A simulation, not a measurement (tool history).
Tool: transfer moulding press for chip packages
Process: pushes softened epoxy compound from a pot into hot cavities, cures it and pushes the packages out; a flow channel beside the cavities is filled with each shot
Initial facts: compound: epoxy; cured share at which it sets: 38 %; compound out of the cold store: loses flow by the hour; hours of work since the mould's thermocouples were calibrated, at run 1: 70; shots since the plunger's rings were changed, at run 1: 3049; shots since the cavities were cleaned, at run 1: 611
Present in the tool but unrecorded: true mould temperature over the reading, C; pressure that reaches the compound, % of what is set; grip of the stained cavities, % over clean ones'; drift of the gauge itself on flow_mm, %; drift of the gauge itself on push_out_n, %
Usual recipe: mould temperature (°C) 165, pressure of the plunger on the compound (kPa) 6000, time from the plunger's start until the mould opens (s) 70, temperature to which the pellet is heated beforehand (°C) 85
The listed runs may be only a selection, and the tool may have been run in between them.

| run | day | mould temperature (°C) | pressure of the plunger on the compound (kPa) | time from the plunger's start until the mould opens (s) | temperature to which the pellet is heated beforehand (°C) | hours of work since the mould's thermocouples were calibrated | shots since the plunger's rings were changed | shots since the cavities were cleaned | incoming compound's hours out of the cold store | length that the compound runs in the flow channel (mm) | greatest force on the pins that push the packages out (N) |
|---|---|---|---|---|---|---|---|---|---|---|---|
| 1 | 0.000 | 165 | 6000 | 70 | 85 | 70 | 3049 | 611 | 36.9 | 759 | 286 |
| 2 | 0.317 | 165 | 6000 | 70 | 85 | 74 | 3136 | 698 | 30.7 | 774 | 305 |
| 3 | 0.475 | 161 | 6000 | 70 | 85 | 75 | 3179 | 741 | 42.5 | 762 | 357 |
| 4 | 0.788 | 165 | 6000 | 70 | 85 | 78 | 3264 | 826 | 19.7 | 825 | 304 |
| 5 | 1.125 | 165 | 6000 | 70 | 85 | 82 | 3357 | 919 | 32.5 | 777 | 305 |
|  | 1.383 | cavities cleaned with cleaning compound and waxed |
| 6 | 1.542 | 165 | 6000 | 88 | 85 | 85 | 3454 | 44 | 20.8 | 821 | 259 |
| 7 | 1.800 | 165 | 6000 | 88 | 85 | 88 | 3524 | 114 | 24.4 | 805 | 251 |
| 8 | 1.979 | 165 | 6000 | 70 | 89 | 90 | 3573 | 163 | 14.3 | 845 | 307 |
| 9 | 2.346 | 165 | 6000 | 70 | 89 | 93 | 3673 | 263 | 31.4 | 778 | 290 |
| 10 | 2.733 | 165 | 6000 | 70 | 89 | 97 | 3779 | 369 | 18.4 | 833 | 307 |
| 11 | 2.954 | 165 | 7370 | 70 | 85 | 99 | 3839 | 429 | 30.8 | 859 | 296 |
| 12 | 3.171 | 165 | 6000 | 70 | 95 | 102 | 3899 | 489 | 38.8 | 751 | 292 |
| 13 | 3.462 | 165 | 6000 | 70 | 95 | 105 | 3978 | 568 | 32.5 | 771 | 307 |
| 14 | 3.675 | 165 | 6000 | 70 | 85 | 107 | 4037 | 627 | 22.4 | 817 | 309 |
| 15 | 3.908 | 159 | 6000 | 70 | 85 | 109 | 4100 | 690 | 9.3 | 891 | 478 |
| 16 | 4.071 | 159 | 6000 | 88 | 75 | 111 | 4144 | 734 | 21.1 | 841 | 293 |
| 17 | 4.271 | 159 | 6730 | 88 | 76 | 113 | 4199 | 789 | 20.9 | 891 | 303 |
| 18 | 4.458 | 165 | 5200 | 99 | 83 | 115 | 4250 | 840 | 11.0 | 788 | 261 |
| 19 | 4.779 | 165 | 5200 | 99 | 83 | 118 | 4338 | 928 | 27.2 | 748 | 260 |
|  | 4.992 | cavities cleaned with cleaning compound and waxed |
|  | 5.238 | plunger's sealing rings changed |
| 20 | 5.308 | 158 | 5200 | 54 | 84 | 121 | 19 | 58 | 24.8 | 766 | 784 |
| 21 | 5.562 | 165 | 7150 | 70 | 76 | 124 | 89 | 128 | 27.1 | 867 | 292 |
| 22 | 5.892 | 165 | 7150 | 70 | 76 | 127 | 179 | 218 | 25.1 | 881 | 309 |
| 23 | 6.079 | 172 | 7150 | 70 | 88 | 129 | 229 | 268 | 37.3 | 812 | 248 |
| 24 | 6.396 | 165 | 6590 | 58 | 85 | 132 | 316 | 355 | 16.4 | 879 | 431 |
| 25 | 6.767 | 165 | 6590 | 58 | 81 | 136 | 418 | 457 | 40.3 | 785 | 423 |
| 26 | 7.150 | 165 | 6000 | 55 | 85 | 140 | 522 | 561 | 27.0 | 792 | 497 |
| 27 | 7.533 | 173 | 5670 | 70 | 91 | 144 | 628 | 667 | 21.5 | 763 | 268 |
| 28 | 7.883 | 165 | 4800 | 73 | 85 | 147 | 723 | 762 | 34.1 | 687 | 293 |
| 29 | 8.171 | 169 | 4800 | 73 | 85 | 150 | 801 | 840 | 32.8 | 681 | 267 |
| 30 | 8.338 | 165 | 5110 | 65 | 82 | 152 | 847 | 886 | 13.0 | 786 | 360 |

Forecast each of these 3 alternatives for the next run:
| A | 8.608 | 165 | 5740 | 70 | 85 | 155 | 921 | 960 | 31.9 | ? | ? |
| B | 8.608 | 165 | 5110 | 104 | 84 | 155 | 921 | 960 | 27.1 | ? | ? |
| C | 8.608 | 165 | 5110 | 65 | 80 | 155 | 921 | 960 | 9.3 | ? | ? |

| run | length that the compound runs in the flow channel (mm) | greatest force on the pins that push the packages out (N) |
|---|---|---|
| A | 768 | 298 |
| B | 732 | 250 |
| C | 800 | 367 |
Stripped of hidden state, with their random variation kept, the same runs would have yielded:
| run | length that the compound runs in the flow channel (mm) | greatest force on the pins that push the packages out (N) |
|---|---|---|
| A | 768 | 294 |
| B | 732 | 246 |
| C | 801 | 362 |
